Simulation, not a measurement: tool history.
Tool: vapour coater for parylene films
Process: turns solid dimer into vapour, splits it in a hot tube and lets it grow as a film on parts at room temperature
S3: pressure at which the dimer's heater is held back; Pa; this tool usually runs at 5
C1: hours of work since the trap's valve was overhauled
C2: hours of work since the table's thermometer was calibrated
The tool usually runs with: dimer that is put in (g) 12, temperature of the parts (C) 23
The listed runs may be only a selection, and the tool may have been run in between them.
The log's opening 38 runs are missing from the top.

run 39 hour=1550.9 | dimer_that_is_put_in_(g)=15 temperature_of_the_parts_(C)=23 S3=7.94 | C1=460 C2=722 | thickness_of_the_film_(µm)=4.15
run 40 hour=1600.1 | dimer_that_is_put_in_(g)=16 temperature_of_the_parts_(C)=33 S3=4.27 | C1=481 C2=743 | thickness_of_the_film_(µm)=3.5
run 41 hour=1645.1 | dimer_that_is_put_in_(g)=16 temperature_of_the_parts_(C)=33 S3=4.27 | C1=501 C2=763 | thickness_of_the_film_(µm)=3.47
run 42 hour=1681.9 | dimer_that_is_put_in_(g)=5 temperature_of_the_parts_(C)=19 S3=2.04 | C1=517 C2=779 | thickness_of_the_film_(µm)=1.83
run 43 hour=1737.9 | dimer_that_is_put_in_(g)=5 temperature_of_the_parts_(C)=19 S3=2.04 | C1=542 C2=804 | thickness_of_the_film_(µm)=1.82
run 44 hour=1772.4 | dimer_that_is_put_in_(g)=8 temperature_of_the_parts_(C)=16 S3=5.28 | C1=557 C2=819 | thickness_of_the_film_(µm)=2.82
run 45 hour=1800.5 | dimer_that_is_put_in_(g)=13 temperature_of_the_parts_(C)=16 S3=5.28 | C1=569 C2=831 | thickness_of_the_film_(µm)=4.6
-- hour=1820.7 trap's valve overhauled
run 46 hour=1851.4 | dimer_that_is_put_in_(g)=13 temperature_of_the_parts_(C)=16 S3=5.28 | C1=14 C2=852 | thickness_of_the_film_(µm)=4.66
run 47 hour=1888.1 | dimer_that_is_put_in_(g)=13 temperature_of_the_parts_(C)=16 S3=5.28 | C1=30 C2=868 | thickness_of_the_film_(µm)=4.66
run 48 hour=1931.3 | dimer_that_is_put_in_(g)=14 temperature_of_the_parts_(C)=16 S3=10.7 | C1=49 C2=887 | thickness_of_the_film_(µm)=4.51

Consider 3 possible next runs. They are alternatives, not a sequence: every one starts from the tool as it was left by run 48. What does each give?
run A hour=1979.4 | dimer_that_is_put_in_(g)=15 temperature_of_the_parts_(C)=16 S3=10.7 | C1=70 C2=908 | thickness_of_the_film_(µm)=?
run B hour=1979.4 | dimer_that_is_put_in_(g)=13 temperature_of_the_parts_(C)=23 S3=4.39 | C1=70 C2=908 | thickness_of_the_film_(µm)=?
run C hour=1979.4 | dimer_that_is_put_in_(g)=12 temperature_of_the_parts_(C)=23 S3=11.51 | C1=70 C2=908 | thickness_of_the_film_(µm)=?

run=A thickness_of_the_film_(µm)=4.87
run=B thickness_of_the_film_(µm)=3.86
run=C thickness_of_the_film_(µm)=3.07
Had the tool no hidden state, the same runs would have come out as:
run=A thickness_of_the_film_(µm)=4.89
run=B thickness_of_the_film_(µm)=3.87
run=C thickness_of_the_film_(µm)=3.08

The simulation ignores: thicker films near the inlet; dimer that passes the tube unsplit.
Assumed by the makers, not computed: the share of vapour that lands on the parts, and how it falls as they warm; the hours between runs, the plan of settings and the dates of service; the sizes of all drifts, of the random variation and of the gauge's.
